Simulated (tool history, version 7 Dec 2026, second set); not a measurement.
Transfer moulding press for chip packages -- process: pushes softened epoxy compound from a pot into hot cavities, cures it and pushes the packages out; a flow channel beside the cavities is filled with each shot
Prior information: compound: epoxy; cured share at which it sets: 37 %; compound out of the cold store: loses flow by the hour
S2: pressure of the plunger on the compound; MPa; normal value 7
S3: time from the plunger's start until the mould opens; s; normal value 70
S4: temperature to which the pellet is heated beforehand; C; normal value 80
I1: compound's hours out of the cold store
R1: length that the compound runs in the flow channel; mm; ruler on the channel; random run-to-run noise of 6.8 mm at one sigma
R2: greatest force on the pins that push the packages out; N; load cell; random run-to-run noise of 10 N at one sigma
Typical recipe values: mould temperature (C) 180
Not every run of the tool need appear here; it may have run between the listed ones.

Run 1, hour 0: usual settings; I1 23.5. Result: R1 761 mm, R2 767 N.
Run 2, hour 53.2: usual settings; I1 15.4. Result: R1 789 mm, R2 991 N.
Run 3, hour 78.9: usual settings but S3 84 s; I1 35.8. Result: R1 726 mm, R2 520 N.
Run 4, hour 136: usual settings but S3 84 s; I1 21.6. Result: R1 821 mm, R2 708 N.
Run 5, hour 189.9: usual settings but S3 84 s; I1 47.8. Result: R1 730 mm, R2 377 N.
Run 6, hour 241.4: usual settings but S3 84 s; I1 45.8. Result: R1 736 mm, R2 579 N.
Run 7, hour 280.6: usual settings; I1 30. Result: R1 778 mm, R2 813 N.
Run 8, hour 314.3: usual settings; I1 39.7. Result: R1 733 mm, R2 690 N.
Run 9, hour 373.3: usual settings; I1 20.7. Result: R1 787 mm, R2 994 N.
Run 10, hour 398.5: usual settings; I1 36. Result: R1 725 mm, R2 813 N.
Run 11, hour 433.8: usual settings but S3 68 s; I1 38.9. Result: R1 718 mm, R2 733 N.
Run 12, hour 476.7: usual settings but S3 68 s; I1 45.6. Result: R1 752 mm, R2 752 N.
Run 13, hour 509.3: usual settings but S3 68 s, S4 74 C; I1 13.6. Result: R1 839 mm, R2 715 N.
Run 14, hour 563.2: usual settings but mould temperature (C) 185, S3 68 s, S4 74 C; I1 45.7. Result: R1 727 mm, R2 729 N.
Run 15, hour 599.8: usual settings but mould temperature (C) 182, S3 68 s, S4 74 C; I1 31.1. Result: R1 771 mm, R2 866 N.
Run 16, hour 626.9: usual settings but mould temperature (C) 176, S2 7.12 MPa, S3 102 s, S4 72 C; I1 31.3. Result: R1 782 mm, R2 525 N.
Run 17, hour 673.2: usual settings but mould temperature (C) 176, S2 7.12 MPa, S3 102 s, S4 72 C; I1 13.6. Result: R1 840 mm, R2 647 N.
Run 18, hour 712.5: usual settings; I1 43.1. Result: R1 721 mm, R2 933 N.
Run 19, hour 751: usual settings; I1 9.2. Result: R1 813 mm, R2 996 N.
Run 20, hour 785.4: usual settings but S4 81 C; I1 41. Result: R1 716 mm, R2 867 N.
Run 21, hour 835.3: usual settings but mould temperature (C) 187, S2 5.34 MPa, S3 100 s, S4 75 C; I1 29.9. Result: R1 672 mm, R2 646 N.
Run 22, hour 885.8: usual settings but mould temperature (C) 174, S2 7.27 MPa, S3 62 s, S4 75 C; I1 32.3. Result: R1 815 mm, R2 949 N.
Run 23, hour 930.3: usual settings but mould temperature (C) 174, S2 7.27 MPa, S3 96 s, S4 72 C; I1 15.7. Result: R1 847 mm, R2 546 N.
Run 24, hour 972.7: usual settings but mould temperature (C) 174, S2 7.27 MPa, S3 96 s, S4 72 C; I1 29.3. Result: R1 799 mm, R2 594 N.
Run 25, hour 1002.8: usual settings but mould temperature (C) 174, S2 7.27 MPa, S3 96 s, S4 72 C; I1 36.8. Result: R1 777 mm, R2 390 N.

Missing from the log above: 30 entries noted between runs. For each, name the pair of listed runs it sits between and say how the tool's hidden condition differs from the listed run just before to the listed run just after:
Logged between run 1 and run 2: cavities cleaned with cleaning compound and waxed (hour 32.7)
  true mould temperature over the reading, C: -0.42 -> -0.48; pressure that reaches the compound, % of what is set: 89.6 -> 87.29; grip of the stained cavities, % over clean ones': 48.7 -> 85.5
  the result without the hidden state subtracted from the measured one, R1: -42 -> -55 mm; R2: +266 -> +470 N
Logged between run 2 and run 3: cavities cleaned with cleaning compound and waxed (hour 70.9)
  true mould temperature over the reading, C: -0.48 -> -0.5; pressure that reaches the compound, % of what is set: 87.29 -> 86.38; grip of the stained cavities, % over clean ones': 85.5 -> 43.3
  the result without the hidden state subtracted from the measured one, R1: -55 -> -54 mm; R2: +470 -> +163 N
Logged between run 3 and run 4: plunger's sealing rings changed (hour 109.6); cavities cleaned with cleaning compound and waxed (hour 111.1)
  true mould temperature over the reading, C: -0.5 -> -0.56; pressure that reaches the compound, % of what is set: 86.38 -> 98.37; grip of the stained cavities, % over clean ones': 43.3 -> 94.1
  the result without the hidden state subtracted from the measured one, R1: -54 -> -5 mm; R2: +163 -> +356 N
Logged between run 4 and run 5: cavities cleaned with cleaning compound and waxed (hour 149.7); cavities cleaned with cleaning compound and waxed (hour 189.9)
  true mould temperature over the reading, C: -0.56 -> -0.61; pressure that reaches the compound, % of what is set: 98.37 -> 96.25; grip of the stained cavities, % over clean ones': 94.1 -> 0.4
  the result without the hidden state subtracted from the measured one, R1: -5 -> -13 mm; R2: +356 -> +8 N
Logged between run 5 and run 6: cavities cleaned with cleaning compound and waxed (hour 229.6)
  true mould temperature over the reading, C: -0.61 -> -0.67; pressure that reaches the compound, % of what is set: 96.25 -> 94.05; grip of the stained cavities, % over clean ones': 0.4 -> 63.9
  the result without the hidden state subtracted from the measured one, R1: -13 -> -21 mm; R2: +8 -> +234 N
Logged between run 6 and run 7: cavities cleaned with cleaning compound and waxed (hour 268.7)
  true mould temperature over the reading, C: -0.67 -> -0.71; pressure that reaches the compound, % of what is set: 94.05 -> 92.49; grip of the stained cavities, % over clean ones': 63.9 -> 57.3
  the result without the hidden state subtracted from the measured one, R1: -21 -> -29 mm; R2: +234 -> +317 N
Logged between run 7 and run 8: cavities cleaned with cleaning compound and waxed (hour 307.3)
  true mould temperature over the reading, C: -0.71 -> -0.75; pressure that reaches the compound, % of what is set: 92.49 -> 90.9; grip of the stained cavities, % over clean ones': 57.3 -> 41.2
  the result without the hidden state subtracted from the measured one, R1: -29 -> -34 mm; R2: +317 -> +222 N
Logged between run 8 and run 9: cavities cleaned with cleaning compound and waxed (hour 345.7); mould's thermocouples calibrated (hour 360.4)
  true mould temperature over the reading, C: -0.75 -> -0.01; pressure that reaches the compound, % of what is set: 90.9 -> 88.34; grip of the stained cavities, % over clean ones': 41.2 -> 97.6
  the result without the hidden state subtracted from the measured one, R1: -34 -> -51 mm; R2: +222 -> +488 N
Logged between run 9 and run 10: cavities cleaned with cleaning compound and waxed (hour 385.9)
  true mould temperature over the reading, C: -0.01 -> -0.03; pressure that reaches the compound, % of what is set: 88.34 -> 87.28; grip of the stained cavities, % over clean ones': 97.6 -> 66.6
  the result without the hidden state subtracted from the measured one, R1: -51 -> -51 mm; R2: +488 -> +326 N
Logged between run 10 and run 11: cavities cleaned with cleaning compound and waxed (hour 425.8)
  true mould temperature over the reading, C: -0.03 -> -0.07; pressure that reaches the compound, % of what is set: 87.28 -> 85.88; grip of the stained cavities, % over clean ones': 66.6 -> 43.8
  the result without the hidden state subtracted from the measured one, R1: -51 -> -57 mm; R2: +326 -> +226 N
Logged between run 11 and run 12: cavities cleaned with cleaning compound and waxed (hour 464.9); plunger's sealing rings changed (hour 472.1)
  true mould temperature over the reading, C: -0.07 -> -0.11; pressure that reaches the compound, % of what is set: 85.88 -> 99.55; grip of the stained cavities, % over clean ones': 43.8 -> 49.7
  the result without the hidden state subtracted from the measured one, R1: -57 -> -1 mm; R2: +226 -> +254 N
Logged between run 12 and run 13: cavities cleaned with cleaning compound and waxed (hour 504.5)
  true mould temperature over the reading, C: -0.11 -> -0.14; pressure that reaches the compound, % of what is set: 99.55 -> 98.2; grip of the stained cavities, % over clean ones': 49.7 -> 27.7
  the result without the hidden state subtracted from the measured one, R1: -1 -> -7 mm; R2: +254 -> +161 N
Logged between run 13 and run 14: cavities cleaned with cleaning compound and waxed (hour 541.4)
  true mould temperature over the reading, C: -0.14 -> -0.2; pressure that reaches the compound, % of what is set: 98.2 -> 95.95; grip of the stained cavities, % over clean ones': 27.7 -> 88.3
  the result without the hidden state subtracted from the measured one, R1: -7 -> -15 mm; R2: +161 -> +344 N
Logged between run 14 and run 15: cavities cleaned with cleaning compound and waxed (hour 579.3)
  true mould temperature over the reading, C: -0.2 -> -0.25; pressure that reaches the compound, % of what is set: 95.95 -> 94.42; grip of the stained cavities, % over clean ones': 88.3 -> 81
  the result without the hidden state subtracted from the measured one, R1: -15 -> -21 mm; R2: +344 -> +395 N
Logged between run 15 and run 16: cavities cleaned with cleaning compound and waxed (hour 615.9)
  true mould temperature over the reading, C: -0.25 -> -0.27; pressure that reaches the compound, % of what is set: 94.42 -> 93.42; grip of the stained cavities, % over clean ones': 81 -> 52.7
  the result without the hidden state subtracted from the measured one, R1: -21 -> -27 mm; R2: +395 -> +182 N
Logged between run 16 and run 17: cavities cleaned with cleaning compound and waxed (hour 653.6)
  true mould temperature over the reading, C: -0.27 -> -0.32; pressure that reaches the compound, % of what is set: 93.42 -> 91.62; grip of the stained cavities, % over clean ones': 52.7 -> 85
  the result without the hidden state subtracted from the measured one, R1: -27 -> -36 mm; R2: +182 -> +301 N
Logged between run 17 and run 18: cavities cleaned with cleaning compound and waxed (hour 690.5)
  true mould temperature over the reading, C: -0.32 -> -0.36; pressure that reaches the compound, % of what is set: 91.62 -> 89.94; grip of the stained cavities, % over clean ones': 85 -> 90.4
  the result without the hidden state subtracted from the measured one, R1: -36 -> -38 mm; R2: +301 -> +455 N
Logged between run 18 and run 19: cavities cleaned with cleaning compound and waxed (hour 728.9)
  true mould temperature over the reading, C: -0.36 -> -0.4; pressure that reaches the compound, % of what is set: 89.94 -> 88.33; grip of the stained cavities, % over clean ones': 90.4 -> 89.1
  the result without the hidden state subtracted from the measured one, R1: -38 -> -50 mm; R2: +455 -> +482 N
Logged between run 19 and run 20: cavities cleaned with cleaning compound and waxed (hour 765.6)
  true mould temperature over the reading, C: -0.4 -> -0.44; pressure that reaches the compound, % of what is set: 88.33 -> 86.88; grip of the stained cavities, % over clean ones': 89.1 -> 77.9
  the result without the hidden state subtracted from the measured one, R1: -50 -> -51 mm; R2: +482 -> +394 N
Logged between run 20 and run 21: cavities cleaned with cleaning compound and waxed (hour 805.7); plunger's sealing rings changed (hour 827.2)
  true mould temperature over the reading, C: -0.44 -> -0.48; pressure that reaches the compound, % of what is set: 86.88 -> 99.26; grip of the stained cavities, % over clean ones': 77.9 -> 98.3
  the result without the hidden state subtracted from the measured one, R1: -51 -> -2 mm; R2: +394 -> +323 N
Logged between run 21 and run 22: cavities cleaned with cleaning compound and waxed (hour 848.6); cavities cleaned with cleaning compound and waxed (hour 885.8)
  true mould temperature over the reading, C: -0.48 -> -0.53; pressure that reaches the compound, % of what is set: 99.26 -> 97.35; grip of the stained cavities, % over clean ones': 98.3 -> 0.7
  the result without the hidden state subtracted from the measured one, R1: -2 -> -10 mm; R2: +323 -> +34 N
Logged between run 22 and run 23: cavities cleaned with cleaning compound and waxed (hour 923.4)
  true mould temperature over the reading, C: -0.53 -> -0.58; pressure that reaches the compound, % of what is set: 97.35 -> 95.6; grip of the stained cavities, % over clean ones': 0.7 -> 35.3
  the result without the hidden state subtracted from the measured one, R1: -10 -> -18 mm; R2: +34 -> +152 N
Logged between run 23 and run 24: cavities cleaned with cleaning compound and waxed (hour 964.2)
  true mould temperature over the reading, C: -0.58 -> -0.62; pressure that reaches the compound, % of what is set: 95.6 -> 93.86; grip of the stained cavities, % over clean ones': 35.3 -> 47.7
  the result without the hidden state subtracted from the measured one, R1: -18 -> -24 mm; R2: +152 -> +201 N
Logged between run 24 and run 25: cavities cleaned with cleaning compound and waxed (hour 1002.8)
  true mould temperature over the reading, C: -0.62 -> -0.65; pressure that reaches the compound, % of what is set: 93.86 -> 92.66; grip of the stained cavities, % over clean ones': 47.7 -> 1.2
  the result without the hidden state subtracted from the measured one, R1: -24 -> -28 mm; R2: +201 -> +15 N
